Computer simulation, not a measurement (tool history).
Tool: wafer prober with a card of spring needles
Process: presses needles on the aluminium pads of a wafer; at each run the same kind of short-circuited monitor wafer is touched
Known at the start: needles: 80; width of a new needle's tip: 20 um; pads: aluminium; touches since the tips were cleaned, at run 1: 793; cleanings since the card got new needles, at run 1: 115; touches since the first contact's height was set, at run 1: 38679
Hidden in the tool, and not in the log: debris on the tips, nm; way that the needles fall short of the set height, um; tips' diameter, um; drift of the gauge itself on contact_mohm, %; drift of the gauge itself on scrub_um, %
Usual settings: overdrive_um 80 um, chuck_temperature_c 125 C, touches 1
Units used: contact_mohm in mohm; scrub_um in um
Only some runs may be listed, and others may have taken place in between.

run	hour	overdrive_um	chuck_temperature_c	touches	touches since the tips were cleaned	cleanings since the card got new needles	touches since the first contact's height was set	contact_mohm	scrub_um
1	0.0	80	125	1	793	115	38679	304	14.36
# hour 9.3: tips cleaned on abrasive film
# hour 20.6: tips cleaned on abrasive film
2	27.8	80	125	1	5069	117	58034	617	14.35
# hour 30.3: tips cleaned on abrasive film
# hour 42.1: tips cleaned on abrasive film
# hour 53.4: tips cleaned on abrasive film
3	53.5	80	125	2	39	120	75811	223	14.22
# hour 62.8: height of the first contact set anew
# hour 65.2: tips cleaned on abrasive film
# hour 76.6: tips cleaned on abrasive film
# hour 86.1: tips cleaned on abrasive film
4	90.7	80	125	2	3249	123	19396	376	14.38
# hour 97.5: tips cleaned on abrasive film
# hour 107.0: tips cleaned on abrasive film
# hour 118.9: tips cleaned on abrasive film
5	125.7	80	81	2	4794	126	43692	448	14.29
# hour 130.5: tips cleaned on abrasive film
# hour 142.2: tips cleaned on abrasive film
6	145.4	80	125	1	2272	128	57365	433	14.28
# hour 152.5: tips cleaned on abrasive film
# hour 164.2: tips cleaned on abrasive film
7	169.3	80	125	1	3547	130	73928	564	14.29
# hour 175.9: tips cleaned on abrasive film
# hour 180.9: height of the first contact set anew
# hour 185.7: tips cleaned on abrasive film
8	192.6	80	125	1	4849	132	8144	613	14.44
# hour 197.1: tips cleaned on abrasive film
# hour 208.8: tips cleaned on abrasive film
# hour 220.5: tips cleaned on abrasive film
# hour 230.9: tips cleaned on abrasive film
9	230.9	80	125	1	0	136	34677	234	14.36
# hour 242.5: tips cleaned on abrasive film
10	248.3	80	125	1	4080	137	46813	557	14.33
# hour 252.7: tips cleaned on abrasive film
# hour 264.3: tips cleaned on abrasive film
# hour 275.2: tips cleaned on abrasive film
# hour 284.7: tips cleaned on abrasive film
11	287.0	80	125	1	1666	141	73702	446	14.26
# hour 294.3: tips cleaned on abrasive film
# hour 298.7: height of the first contact set anew
# hour 305.4: tips cleaned on abrasive film
12	313.5	80	125	1	5663	143	10325	638	14.41
# hour 315.9: tips cleaned on abrasive film
# hour 327.1: tips cleaned on abrasive film
13	333.2	80	125	1	4263	145	23966	591	14.39
# hour 337.7: tips cleaned on abrasive film
# hour 349.1: tips cleaned on abrasive film
# hour 358.6: tips cleaned on abrasive film
14	367.3	80	93	1	6070	148	47680	695	14.29
# hour 369.7: tips cleaned on abrasive film
# hour 380.4: tips cleaned on abrasive film
15	384.7	67	125	1	2998	150	59718	624	11.94
# hour 391.7: tips cleaned on abrasive film
# hour 402.0: tips cleaned on abrasive film
16	402.0	67	33	1	0	152	71694	236	11.94
# hour 413.8: tips cleaned on abrasive film
# hour 416.5: height of the first contact set anew
17	422.7	67	33	1	6045	153	4398	997	12.09
# hour 424.8: tips cleaned on abrasive film
# hour 435.9: tips cleaned on abrasive film
# hour 446.9: tips cleaned on abrasive film
# hour 456.5: tips cleaned on abrasive film
18	456.5	73	125	1	0	157	27762	237	13.07
# hour 467.6: tips cleaned on abrasive film
19	474.4	62	56	1	4813	158	40271	925	11.11
# hour 479.2: tips cleaned on abrasive film
# hour 490.5: tips cleaned on abrasive film
# hour 501.7: tips cleaned on abrasive film
# hour 512.3: tips cleaned on abrasive film
20	514.7	62	56	1	1661	162	68210	633	10.98
# hour 524.2: tips cleaned on abrasive film
# hour 533.7: height of the first contact set anew
# hour 535.7: tips cleaned on abrasive film
21	539.8	81	28	2	2886	164	4211	410	14.60
# hour 546.5: tips cleaned on abrasive film
# hour 556.0: tips cleaned on abrasive film
# hour 567.3: tips cleaned on abrasive film
# hour 576.8: tips cleaned on abrasive film
22	579.7	78	28	2	1977	168	31867	364	14.03
# hour 588.6: tips cleaned on abrasive film
# hour 600.2: tips cleaned on abrasive film
23	603.6	78	28	2	2361	170	48494	387	14.00
# hour 610.6: tips cleaned on abrasive film
# hour 622.2: tips cleaned on abrasive film
# hour 633.6: tips cleaned on abrasive film
24	637.6	78	28	2	2850	173	72130	433	13.96
# hour 644.3: tips cleaned on abrasive film
# hour 651.7: height of the first contact set anew
# hour 654.1: tips cleaned on abrasive film
25	657.4	78	28	2	2298	175	3946	378	14.05
# hour 664.4: tips cleaned on abrasive film
# hour 675.8: tips cleaned on abrasive film
# hour 687.6: tips cleaned on abrasive film
26	696.3	72	96	2	6032	178	30961	595	12.94
# hour 698.7: tips cleaned on abrasive film
# hour 709.7: tips cleaned on abrasive film
# hour 721.3: tips cleaned on abrasive film
27	725.8	80	125	1	3158	181	51439	581	14.26

Forecast each of these 5 alternatives for the next run:
# hour 732.7: tips cleaned on abrasive film
# hour 744.2: tips cleaned on abrasive film
# hour 755.2: tips cleaned on abrasive film
A	761.7	68	125	1	4569	184	76406	?	?
# hour 732.7: tips cleaned on abrasive film
# hour 744.2: tips cleaned on abrasive film
# hour 755.2: tips cleaned on abrasive film
B	761.7	80	28	1	4569	184	76406	?	?
# hour 732.7: tips cleaned on abrasive film
# hour 744.2: tips cleaned on abrasive film
# hour 755.2: tips cleaned on abrasive film
C	761.7	93	64	2	4569	184	76406	?	?
# hour 732.7: tips cleaned on abrasive film
# hour 744.2: tips cleaned on abrasive film
# hour 755.2: tips cleaned on abrasive film
D	761.7	62	36	2	4569	184	76406	?	?
# hour 732.7: tips cleaned on abrasive film
# hour 744.2: tips cleaned on abrasive film
# hour 755.2: tips cleaned on abrasive film
E	761.7	65	114	1	4569	184	76406	?	?

run	contact_mohm	scrub_um
A	796	12.04
B	683	14.21
C	399	16.58
D	681	11.04
E	864	11.56
Stripped of hidden state, with their random variation kept, the same runs would have yielded:
run	contact_mohm	scrub_um
A	201	12.21
B	177	14.38
C	182	16.75
D	184	11.21
E	201	11.73
